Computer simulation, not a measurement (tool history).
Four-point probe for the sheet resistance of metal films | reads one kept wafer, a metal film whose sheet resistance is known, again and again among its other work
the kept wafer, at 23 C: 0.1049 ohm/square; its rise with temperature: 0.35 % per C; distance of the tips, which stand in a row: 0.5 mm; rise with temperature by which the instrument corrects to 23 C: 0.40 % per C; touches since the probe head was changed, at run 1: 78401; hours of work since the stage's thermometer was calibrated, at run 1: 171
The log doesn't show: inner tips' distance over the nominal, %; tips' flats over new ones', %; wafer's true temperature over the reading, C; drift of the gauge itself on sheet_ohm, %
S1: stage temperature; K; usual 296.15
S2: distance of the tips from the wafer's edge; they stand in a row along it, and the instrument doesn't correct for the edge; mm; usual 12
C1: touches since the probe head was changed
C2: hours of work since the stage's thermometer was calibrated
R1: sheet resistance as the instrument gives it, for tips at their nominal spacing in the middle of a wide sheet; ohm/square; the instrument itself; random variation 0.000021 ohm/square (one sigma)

| run | hour | S1 | S2 | C1 | C2 | R1 |
|---|---|---|---|---|---|---|
| 1 | 0.0 | 296.15 | 12 | 78401 | 171 | 0.104186 |
| 2 | 10.8 | 296.15 | 59 | 78847 | 176 | 0.104094 |
| 3 | 18.0 | 296.15 | 3 | 79143 | 179 | 0.105609 |
| 4 | 30.7 | 296.15 | 12 | 79667 | 185 | 0.104167 |
| 5 | 45.0 | 293.15 | 12 | 80256 | 192 | 0.104307 |
| 6 | 52.6 | 293.15 | 12 | 80569 | 196 | 0.104337 |
| 7 | 65.8 | 293.15 | 12 | 81116 | 202 | 0.104329 |
| 8 | 75.2 | 304.15 | 12 | 81500 | 207 | 0.103740 |
| 9 | 86.6 | 304.15 | 12 | 81971 | 212 | 0.103764 |
|  | 87.8 | stage's thermometer calibrated |
| 10 | 99.9 | 304.15 | 12 | 82499 | 6 | 0.103765 |
| 11 | 111.2 | 296.15 | 37 | 82968 | 11 | 0.104058 |
|  | 117.7 | stage's thermometer calibrated, once more |
| 12 | 127.9 | 296.15 | 37 | 83636 | 5 | 0.104074 |
| 13 | 139.1 | 306.15 | 8 | 84098 | 10 | 0.103753 |
| 14 | 155.2 | 301.15 | 4 | 84759 | 18 | 0.104668 |
| 15 | 166.6 | 294.15 | 12 | 85230 | 24 | 0.104254 |
| 16 | 175.5 | 294.15 | 12 | 85596 | 28 | 0.104297 |
| 17 | 186.9 | 294.15 | 25 | 86069 | 33 | 0.104179 |
| 18 | 203.2 | 294.15 | 20 | 86740 | 41 | 0.104219 |
| 19 | 215.8 | 296.15 | 4 | 87262 | 47 | 0.104912 |
| 20 | 229.0 | 306.15 | 6 | 87804 | 54 | 0.103940 |
| 21 | 243.8 | 295.15 | 5 | 88417 | 61 | 0.104652 |

Forecast each of these 5 alternatives for the next run:
| A | 254.1 | 295.15 | 5 | 88838 | 66 | ? |
| B | 254.1 | 301.15 | 35 | 88838 | 66 | ? |
| C | 254.1 | 305.15 | 7 | 88838 | 66 | ? |
| D | 254.1 | 296.15 | 9 | 88838 | 66 | ? |
| E | 254.1 | 297.15 | 12 | 88838 | 66 | ? |

| run | R1 |
|---|---|
| A | 0.104686 |
| B | 0.103778 |
| C | 0.103881 |
| D | 0.104223 |
| E | 0.104074 |
Without the tool's hidden state the same runs would have given:
| run | R1 |
|---|---|
| A | 0.105544 |
| B | 0.104629 |
| C | 0.104732 |
| D | 0.105078 |
| E | 0.104928 |

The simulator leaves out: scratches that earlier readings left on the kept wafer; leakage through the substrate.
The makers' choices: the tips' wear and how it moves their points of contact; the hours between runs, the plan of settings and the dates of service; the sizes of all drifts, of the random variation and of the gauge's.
